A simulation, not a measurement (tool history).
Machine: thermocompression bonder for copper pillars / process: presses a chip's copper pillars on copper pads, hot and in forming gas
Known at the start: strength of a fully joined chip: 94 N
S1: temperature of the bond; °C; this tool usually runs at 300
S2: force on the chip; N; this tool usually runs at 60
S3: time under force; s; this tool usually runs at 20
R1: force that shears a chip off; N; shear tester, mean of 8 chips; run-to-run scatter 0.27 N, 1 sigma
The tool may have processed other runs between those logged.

run,hour,S1,S2,S3,R1
1,0.0,300,60,20,39.0
2,33.6,300,60,20,39.0
3,72.6,300,60,13,32.7
4,92.8,300,60,13,32.6
5,123.2,300,60,13,32.6
6,152.5,300,60,13,32.4
7,169.8,300,60,13,32.3
8,200.8,300,60,52,53.1
9,239.0,297,60,20,37.3
10,255.1,297,60,20,37.2
11,273.0,320,78,60,69.8
12,290.5,276,48,28,29.8
13,314.4,327,60,25,51.5
14,353.2,327,60,25,52.2
15,372.0,300,60,60,54.9
16,407.6,315,59,60,61.9

Consider 5 possible next runs. They are alternatives, not a sequence: every one starts from the tool as it was left by run 16. What does each give?
A,442.1,282,43,60,?
B,442.1,276,53,20,?
C,442.1,317,80,11,?
D,442.1,277,60,20,?
E,442.1,321,71,20,?

run,R1
A,39.5
B,27.5
C,41.6
D,29.5
E,49.9
Stripped of hidden state, with their random variation kept, the same runs would have yielded:
run,R1
A,41.4
B,28.9
C,43.5
D,31.0
E,52.1
